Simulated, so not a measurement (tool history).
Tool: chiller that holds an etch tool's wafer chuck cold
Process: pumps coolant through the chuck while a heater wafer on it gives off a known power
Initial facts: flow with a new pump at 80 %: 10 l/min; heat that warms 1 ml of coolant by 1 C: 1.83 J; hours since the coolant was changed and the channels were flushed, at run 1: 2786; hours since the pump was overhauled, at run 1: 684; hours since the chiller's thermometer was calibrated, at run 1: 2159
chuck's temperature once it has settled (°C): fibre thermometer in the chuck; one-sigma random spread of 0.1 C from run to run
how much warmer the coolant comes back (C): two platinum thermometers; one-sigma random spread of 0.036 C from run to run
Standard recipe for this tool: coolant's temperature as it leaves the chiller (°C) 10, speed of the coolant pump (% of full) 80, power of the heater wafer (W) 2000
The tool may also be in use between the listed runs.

run,hour,coolant's temperature as it leaves the chiller (°C),speed of the coolant pump (% of full),power of the heater wafer (W),hours since the coolant was changed and the channels were flushed,hours since the pump was overhauled,hours since the chiller's thermometer was calibrated,chuck's temperature once it has settled (°C),how much warmer the coolant comes back (C)
1,0,10,80,2000,2786,684,2159,30.7,6.65
2,91,2,80,2000,2877,775,2250,22.8,6.6
3,211.9,10,80,2964,2998,896,2371,40.9,9.85
4,406.7,5,80,2000,3192,1090,2566,25.8,6.74
5,494.9,5,80,2000,3281,1179,2654,25.9,6.73
6,647.5,8,63,2779,3433,1331,2807,42.5,12.23
7,803.6,8,63,2779,3589,1487,2963,42.7,12.34
8,967.4,8,63,2779,3753,1651,3127,42.7,12.32
9,1076.8,8,64,2779,3862,1761,3236,42.5,12.17
10,1188.6,10,94,2969,3974,1872,3348,38.5,8.48

Forecast each of these 3 alternatives for the next run:
A,1286,12,81,2000,4072,1970,3445,?,?
B,1286,10,80,2000,4072,1970,3445,?,?
C,1286,13,68,2969,4072,1970,3445,?,?

run,chuck's temperature once it has settled (°C),how much warmer the coolant comes back (C)
A,33.1,6.75
B,31.4,6.8
C,48.7,12.18
Stripped of hidden state, with their random variation kept, the same runs would have yielded:
run,chuck's temperature once it has settled (°C),how much warmer the coolant comes back (C)
A,31.3,6.49
B,29.5,6.53
C,45.5,11.7

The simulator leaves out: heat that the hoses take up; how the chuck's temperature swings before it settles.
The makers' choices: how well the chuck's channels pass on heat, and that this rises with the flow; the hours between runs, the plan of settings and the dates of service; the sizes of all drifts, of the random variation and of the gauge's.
